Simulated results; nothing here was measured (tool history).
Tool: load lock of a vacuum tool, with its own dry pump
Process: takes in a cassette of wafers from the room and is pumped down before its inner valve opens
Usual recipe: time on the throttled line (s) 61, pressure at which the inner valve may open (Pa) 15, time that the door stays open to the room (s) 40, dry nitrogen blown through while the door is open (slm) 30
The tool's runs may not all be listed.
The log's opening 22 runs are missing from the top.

run,hour,time on the throttled line (s),pressure at which the inner valve may open (Pa),time that the door stays open to the room (s),dry nitrogen blown through while the door is open (slm),hours that the pump has run since its overhaul,times that the door has closed on its seal,"incoming humidity of the room's air, %",time from the closed door until the inner valve may open (s),rise of the pressure with all valves shut (Pa/min)
23,7390.2,59,30,158,5,12157,22941,43.8,103.5,0.18
24,7688,68,30,30,5,12454,23250,46.1,108.7,0.133
25,7919.2,61,15,231,30,12685,23489,44.2,109.8,0.162
26,8163.4,96,27,47,5,12930,23743,47.6,130.7,0.146
27,8390.6,96,27,47,5,13157,23978,43.2,131,0.148
28,8692,96,27,218,24,13458,24291,45.6,129.1,0.176
29,9021.6,96,27,218,24,13788,24633,46.2,130.9,0.18
30,9484.1,96,27,82,22,14250,25112,47.2,131.1,0.156
31,9886.3,47,28,205,40,14653,25529,43.9,97.1,0.169
32,10296.4,54,20,69,32,15063,25954,45.7,103.6,0.147
33,10554.8,72,14,40,6,15321,26223,45.9,119.8,0.159
34,11029.6,72,14,40,6,15796,26715,49.2,120.6,0.162
35,11418.3,72,14,40,6,16185,27118,47.8,121.1,0.166
36,11801.9,51,18,40,10,16568,27516,43.3,103.9,0.165

Alternative continuations, all from the tool just after run 36; predict every row:
# hour 11933.7: dry pump taken out, an overhauled one fitted
A,12192.4,46,18,220,10,259,27914,47.4,?,?
# hour 11933.7: dry pump taken out, an overhauled one fitted
B,12192.4,51,30,40,10,259,27914,48.4,?,?
# hour 11933.7: dry pump taken out, an overhauled one fitted
C,12192.4,71,18,40,36,259,27914,46.2,?,?
# hour 11933.7: dry pump taken out, an overhauled one fitted
D,12192.4,83,21,40,6,259,27914,44.6,?,?

run,time from the closed door until the inner valve may open (s),rise of the pressure with all valves shut (Pa/min)
A,91.2,0.219
B,90.6,0.168
C,108.2,0.164
D,117.7,0.175
With the hidden condition removed and each run's random variation left untouched, the same runs would have given:
run,time from the closed door until the inner valve may open (s),rise of the pressure with all valves shut (Pa/min)
A,90.7,0.081
B,90.2,0.029
C,107.8,0.026
D,117.3,0.037
